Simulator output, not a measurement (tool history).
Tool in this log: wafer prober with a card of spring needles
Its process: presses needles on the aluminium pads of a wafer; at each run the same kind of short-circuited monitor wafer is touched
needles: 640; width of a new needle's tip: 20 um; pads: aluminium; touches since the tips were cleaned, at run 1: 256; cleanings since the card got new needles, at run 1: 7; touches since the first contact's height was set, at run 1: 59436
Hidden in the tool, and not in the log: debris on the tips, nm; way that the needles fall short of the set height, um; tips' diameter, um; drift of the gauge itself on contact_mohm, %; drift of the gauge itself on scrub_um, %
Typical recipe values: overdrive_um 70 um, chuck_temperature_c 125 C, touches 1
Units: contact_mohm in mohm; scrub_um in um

run   hour  overdrive_um  chuck_temperature_c  touches  touches since the tips were cleaned  cleanings since the card got new needles  touches since the first contact's height was set  contact_mohm  scrub_um
  1      0            70                  125        1                                  256                                         7                                             59436           152     14.24
  2    4.3            70                  125        1                                 1807                                         7                                             60987           178     14.22
  3   12.3            70                  125        1                                 4700                                         7                                             63880           192      14.2
  4   20.5            70                  125        1                                 7640                                         7                                             66820           196     14.22
      22.2  -- tips cleaned on abrasive film
  5     29            70                  125        1                                 2472                                         8                                             69854           180     14.21
  6   37.9            70                  125        1                                 5666                                         8                                             73048           194     14.21
      44.6  -- tips cleaned on abrasive film
  7   46.8            70                   28        1                                  772                                         9                                             76197           155     14.21
  8   51.7            70                   28        1                                 2544                                         9                                             77969           173      14.2
  9   58.9            70                   28        1                                 5144                                         9                                             80569           186     14.21
 10   65.1            70                   28        1                                 7389                                         9                                             82814           189     14.18
        67  -- tips cleaned on abrasive film
 11   70.7            70                   28        1                                 1316                                        10                                             84781           157     14.21
 12   78.4            70                   28        1                                 4080                                        10                                             87545           180      14.2
 13   84.2            70                  125        1                                 6191                                        10                                             89656           195     14.19
      89.7  -- tips cleaned on abrasive film
 14   90.1            70                  125        1                                  148                                        11                                             91749           151     14.18
 15   98.4            70                  125        1                                 3106                                        11                                             94707           185     14.19
 16  105.8            70                  107        1                                 5773                                        11                                             97374           191     14.19
 17    111            70                  107        1                                 7640                                        11                                             99241           194     14.18
     112.2  -- tips cleaned on abrasive film
 18  120.5            70                   80        1                                 3004                                        12                                            102656           181     14.17
 19  128.7            70                   40        1                                 5945                                        12                                            105597           188      14.2
     134.8  -- tips cleaned on abrasive film
 20  134.8            70                   40        1                                    0                                        13                                            107737           136     14.18
 21  139.6            87                  125        2                                 1745                                        13                                            109482           153     17.66
 22  146.8            87                  125        2                                 4356                                        13                                            112093           159     17.65
 23  153.2            70                   52        2                                 6657                                        13                                            114394           167     14.18
     157.6  -- tips cleaned on abrasive film
 24  163.3            83                   52        1                                 2026                                        14                                            117971           155     16.82
 25  173.8            62                  120        1                                 5824                                        14                                            121769           207     12.51
     180.1  -- tips cleaned on abrasive film
 26    183            87                  125        1                                 1032                                        15                                            125020           155     17.62
 27  190.5            88                   39        2                                 3762                                        15                                            127750           146     17.82
 28  195.9            88                   39        2                                 5709                                        15                                            129697           150     17.82
       203  -- tips cleaned on abrasive film
 29  205.5            88                   39        2                                  904                                        16                                            133091           135     17.82
 30  213.1            88                   39        2                                 3646                                        16                                            135833           147     17.81
 31  218.6            87                   30        2                                 5631                                        16                                            137818           151     17.61
 32  223.5            61                   64        3                                 7397                                        16                                            139584           163     12.29
     225.6  -- tips cleaned on abrasive film
 33  230.5            82                  125        2                                 1765                                        17                                            142061           156     16.58
 34  239.2            82                  125        2                                 4897                                        17                                            145193           165     16.57
       248  -- tips cleaned on abrasive film
 35  248.1            66                   42        1                                   27                                        18                                            148360           136      13.3

Below, some changes in contact_mohm between adjacent runs. For each, the amount present without the hidden state too (settings, incoming material, random variation) and the amount remaining for the hidden state with gauge scatter not shared by both compared results:
Run 13 -> 14: tips cleaned on abrasive film. contact_mohm -44 mohm: hidden state -44, all else +0.
Run 19 -> 20: tips cleaned on abrasive film. contact_mohm -52 mohm: hidden state -51, all else -1.
Run 24 -> 25: overdrive_um 83 -> 62, chuck_temperature_c 52 -> 120. contact_mohm +52 mohm: hidden state +35, all else +17.
Run 25 -> 26: overdrive_um 62 -> 87, chuck_temperature_c 120 -> 125, tips cleaned on abrasive film. contact_mohm -52 mohm: hidden state -48, all else -4.
